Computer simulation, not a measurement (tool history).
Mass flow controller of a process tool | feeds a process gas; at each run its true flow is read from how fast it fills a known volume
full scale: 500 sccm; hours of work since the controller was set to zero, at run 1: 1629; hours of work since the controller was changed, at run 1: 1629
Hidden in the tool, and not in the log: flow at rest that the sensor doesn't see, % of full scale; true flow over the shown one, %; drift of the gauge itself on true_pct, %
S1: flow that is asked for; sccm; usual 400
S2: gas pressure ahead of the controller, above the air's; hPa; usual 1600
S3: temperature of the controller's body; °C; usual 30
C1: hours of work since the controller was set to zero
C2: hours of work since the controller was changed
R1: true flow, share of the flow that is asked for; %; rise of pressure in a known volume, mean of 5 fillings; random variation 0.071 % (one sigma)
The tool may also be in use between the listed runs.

Run 1, hour 0: usual settings; C1 1629; C2 1629. Result: R1 100.08 %.
Run 2, hour 54.8: usual settings but S3 28 °C; C1 1658; C2 1658. Result: R1 100.04 %.
Run 3, hour 115: usual settings but S3 28 °C; C1 1691; C2 1691. Result: R1 99.91 %.
Run 4, hour 175.7: usual settings but S3 28 °C; C1 1723; C2 1723. Result: R1 100.12 %.
Run 5, hour 213.4: usual settings but S3 28 °C; C1 1743; C2 1743. Result: R1 99.99 %.
Run 6, hour 259.9: usual settings but S3 28 °C; C1 1768; C2 1768. Result: R1 100.03 %.
Run 7, hour 345.7: usual settings but S3 28 °C; C1 1814; C2 1814. Result: R1 100.08 %.
Run 8, hour 416.7: usual settings but S3 28 °C; C1 1852; C2 1852. Result: R1 100.13 %.
Run 9, hour 502.5: usual settings but S3 28 °C; C1 1897; C2 1897. Result: R1 100.17 %.
Run 10, hour 578.5: usual settings but S3 32 °C; C1 1938; C2 1938. Result: R1 100.55 %.
Run 11, hour 644: usual settings; C1 1973; C2 1973. Result: R1 100.29 %.
Run 12, hour 708.6: usual settings but S1 264 sccm; C1 2008; C2 2008. Result: R1 99.66 %.
Run 13, hour 778.3: usual settings but S1 264 sccm; C1 2045; C2 2045. Result: R1 99.88 %.
Run 14, hour 848.7: usual settings; C1 2082; C2 2082. Result: R1 100.39 %.
Run 15, hour 901.8: usual settings; C1 2111; C2 2111. Result: R1 100.51 %.
Run 16, hour 943.9: usual settings; C1 2133; C2 2133. Result: R1 100.4 %.
Run 17, hour 1026: usual settings; C1 2177; C2 2177. Result: R1 100.36 %.
Run 18, hour 1066: usual settings; C1 2199; C2 2199. Result: R1 100.4 %.
Run 19, hour 1105.3: usual settings; C1 2220; C2 2220. Result: R1 100.46 %.
Run 20, hour 1166.4: usual settings; C1 2252; C2 2252. Result: R1 100.44 %.
Run 21, hour 1240: usual settings; C1 2292; C2 2292. Result: R1 100.38 %.
Run 22, hour 1303.9: usual settings; C1 2326; C2 2326. Result: R1 100.38 %.
Run 23, hour 1344.5: usual settings; C1 2347; C2 2347. Result: R1 100.55 %.
Run 24, hour 1428.8: usual settings; C1 2392; C2 2392. Result: R1 100.56 %.
Run 25, hour 1473.4: usual settings but S3 22 °C; C1 2416; C2 2416. Result: R1 99.95 %.
Run 26, hour 1519.3: usual settings but S1 178 sccm, S2 1640 hPa; C1 2441; C2 2441. Result: R1 100.02 %.
Run 27, hour 1577.2: usual settings but S1 178 sccm, S2 1640 hPa, S3 25 °C; C1 2472; C2 2472. Result: R1 99.61 %.
Run 28, hour 1661.1: usual settings but S1 273 sccm, S2 1870 hPa, S3 28 °C; C1 2516; C2 2516. Result: R1 99.96 %.
Run 29, hour 1697.4: usual settings but S1 273 sccm, S2 1870 hPa, S3 28 °C; C1 2536; C2 2536. Result: R1 100.2 %.
Run 30, hour 1778.6: usual settings but S1 132 sccm, S3 38 °C; C1 2579; C2 2579. Result: R1 101.04 %.
Run 31, hour 1818.5: usual settings but S1 132 sccm, S2 1890 hPa; C1 2601; C2 2601. Result: R1 100.53 %.
Run 32, hour 1902.7: usual settings but S1 88 sccm, S2 1940 hPa, S3 23 °C; C1 2646; C2 2646. Result: R1 101.14 %.
Run 33, hour 1960.3: usual settings but S2 1580 hPa; C1 2676; C2 2676. Result: R1 100.6 %.
Run 34, hour 2003.6: usual settings but S1 317 sccm, S2 1520 hPa, S3 24 °C; C1 2699; C2 2699. Result: R1 99.86 %.
Run 35, hour 2077.8: usual settings but S1 317 sccm, S2 1520 hPa, S3 24 °C; C1 2739; C2 2739. Result: R1 99.85 %.
Run 36, hour 2156.5: usual settings but S1 66 sccm; C1 2781; C2 2781. Result: R1 102.84 %.
Run 37, hour 2196.9: usual settings but S1 224 sccm, S2 1590 hPa, S3 22 °C; C1 2803; C2 2803. Result: R1 99.5 %.
Run 38, hour 2263.6: usual settings but S1 81 sccm, S2 2420 hPa, S3 34 °C; C1 2838; C2 2838. Result: R1 102.77 %.
Run 39, hour 2301.3: usual settings but S1 81 sccm, S2 2420 hPa, S3 34 °C; C1 2858; C2 2858. Result: R1 102.79 %.
Run 40, hour 2382.9: usual settings but S1 388 sccm, S2 1570 hPa, S3 24 °C; C1 2902; C2 2902. Result: R1 100.14 %.
Run 41, hour 2453.4: usual settings but S1 388 sccm, S2 1570 hPa, S3 24 °C; C1 2940; C2 2940. Result: R1 100.21 %.
Run 42, hour 2509.6: usual settings but S1 192 sccm, S2 1790 hPa, S3 20 °C; C1 2970; C2 2970. Result: R1 99.66 %.
Run 43, hour 2575.6: usual settings but S1 197 sccm, S2 2020 hPa, S3 25 °C; C1 3005; C2 3005. Result: R1 100.18 %.
Run 44, hour 2647: usual settings but S1 197 sccm, S2 2020 hPa, S3 25 °C; C1 3043; C2 3043. Result: R1 100.15 %.
Run 45, hour 2700.9: usual settings but S1 197 sccm, S2 2020 hPa, S3 25 °C; C1 3072; C2 3072. Result: R1 100.34 %.
Run 46, hour 2760.5: usual settings but S1 54 sccm, S2 1980 hPa, S3 23 °C; C1 3104; C2 3104. Result: R1 104.39 %.
Run 47, hour 2818.2: usual settings but S1 52 sccm, S2 1990 hPa, S3 26 °C; C1 3135; C2 3135. Result: R1 105 %.
Run 48, hour 2890.8: usual settings but S1 235 sccm, S2 2410 hPa, S3 20 °C; C1 3173; C2 3173. Result: R1 100.1 %.
Run 49, hour 2967.5: usual settings but S1 78 sccm, S2 2000 hPa, S3 40 °C; C1 3214; C2 3214. Result: R1 103.82 %.

Forecast each of these 3 alternatives for the next run:
Run A, hour 3018.3: usual settings but S1 58 sccm, S2 2000 hPa, S3 40 °C; C1 3242; C2 3242. Result: R1 ?.
Run B, hour 3018.3: usual settings but S1 389 sccm, S2 1660 hPa, S3 40 °C; C1 3242; C2 3242. Result: R1 ?.
Run C, hour 3018.3: usual settings but S1 78 sccm, S2 1770 hPa, S3 40 °C; C1 3242; C2 3242. Result: R1 ?.

run      R1
  A  105.51
  B  101.79
  C  103.91
Without the tool's hidden state the same runs would have given:
run      R1
  A   98.11
  B  100.44
  C   98.33
